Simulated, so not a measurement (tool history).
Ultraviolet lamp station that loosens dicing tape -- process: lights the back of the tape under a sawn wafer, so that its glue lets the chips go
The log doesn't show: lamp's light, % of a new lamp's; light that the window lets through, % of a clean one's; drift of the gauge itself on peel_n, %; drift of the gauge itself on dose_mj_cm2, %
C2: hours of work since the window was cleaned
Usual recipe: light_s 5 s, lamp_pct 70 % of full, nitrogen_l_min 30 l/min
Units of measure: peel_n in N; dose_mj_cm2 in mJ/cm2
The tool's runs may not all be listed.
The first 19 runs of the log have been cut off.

run 20 day=26.692 | light_s=3 lamp_pct=70 nitrogen_l_min=12 | hours_of_work_of_the_lamp=141 C2=231 | peel_n=2.348 dose_mj_cm2=137
run 21 day=27.562 | light_s=4 lamp_pct=93 nitrogen_l_min=41 | hours_of_work_of_the_lamp=153 C2=242 | peel_n=0.504 dose_mj_cm2=236
run 22 day=29.621 | light_s=4 lamp_pct=93 nitrogen_l_min=41 | hours_of_work_of_the_lamp=181 C2=270 | peel_n=0.552 dose_mj_cm2=229
-- day=29.762 window cleaned of glue's vapour
run 23 day=31.633 | light_s=3 lamp_pct=70 nitrogen_l_min=27 | hours_of_work_of_the_lamp=208 C2=25 | peel_n=1.418 dose_mj_cm2=151
run 24 day=33.021 | light_s=7 lamp_pct=66 nitrogen_l_min=30 | hours_of_work_of_the_lamp=227 C2=44 | peel_n=0.325 dose_mj_cm2=324
run 25 day=35.012 | light_s=5 lamp_pct=70 nitrogen_l_min=28 | hours_of_work_of_the_lamp=253 C2=71 | peel_n=0.617 dose_mj_cm2=241
run 26 day=35.950 | light_s=5 lamp_pct=70 nitrogen_l_min=32 | hours_of_work_of_the_lamp=266 C2=84 | peel_n=0.604 dose_mj_cm2=235
run 27 day=37.067 | light_s=5 lamp_pct=70 nitrogen_l_min=32 | hours_of_work_of_the_lamp=281 C2=99 | peel_n=0.592 dose_mj_cm2=234
run 28 day=37.975 | light_s=3 lamp_pct=78 nitrogen_l_min=18 | hours_of_work_of_the_lamp=293 C2=111 | peel_n=1.683 dose_mj_cm2=156
run 29 day=39.442 | light_s=3 lamp_pct=78 nitrogen_l_min=18 | hours_of_work_of_the_lamp=313 C2=131 | peel_n=1.710 dose_mj_cm2=150
run 30 day=40.921 | light_s=9 lamp_pct=70 nitrogen_l_min=52 | hours_of_work_of_the_lamp=333 C2=151 | peel_n=0.168 dose_mj_cm2=404

Consider 4 possible next runs. They are alternatives, not a sequence: every one starts from the tool as it was left by run 30. What does each give?
run A day=42.688 | light_s=2 lamp_pct=70 nitrogen_l_min=20 | hours_of_work_of_the_lamp=357 C2=175 | peel_n=? dose_mj_cm2=?
run B day=42.688 | light_s=5 lamp_pct=70 nitrogen_l_min=15 | hours_of_work_of_the_lamp=357 C2=175 | peel_n=? dose_mj_cm2=?
run C day=42.688 | light_s=5 lamp_pct=62 nitrogen_l_min=9 | hours_of_work_of_the_lamp=357 C2=175 | peel_n=? dose_mj_cm2=?
run D day=42.688 | light_s=4 lamp_pct=79 nitrogen_l_min=19 | hours_of_work_of_the_lamp=357 C2=175 | peel_n=? dose_mj_cm2=?

run=A peel_n=2.940 dose_mj_cm2=88
run=B peel_n=1.122 dose_mj_cm2=217
run=C peel_n=1.679 dose_mj_cm2=189
run=D peel_n=1.167 dose_mj_cm2=195
Take away the tool's hidden state, keep each run's random variation, and the runs would have read:
run=A peel_n=2.402 dose_mj_cm2=110
run=B peel_n=0.745 dose_mj_cm2=272
run=C peel_n=1.215 dose_mj_cm2=237
run=D peel_n=0.781 dose_mj_cm2=245

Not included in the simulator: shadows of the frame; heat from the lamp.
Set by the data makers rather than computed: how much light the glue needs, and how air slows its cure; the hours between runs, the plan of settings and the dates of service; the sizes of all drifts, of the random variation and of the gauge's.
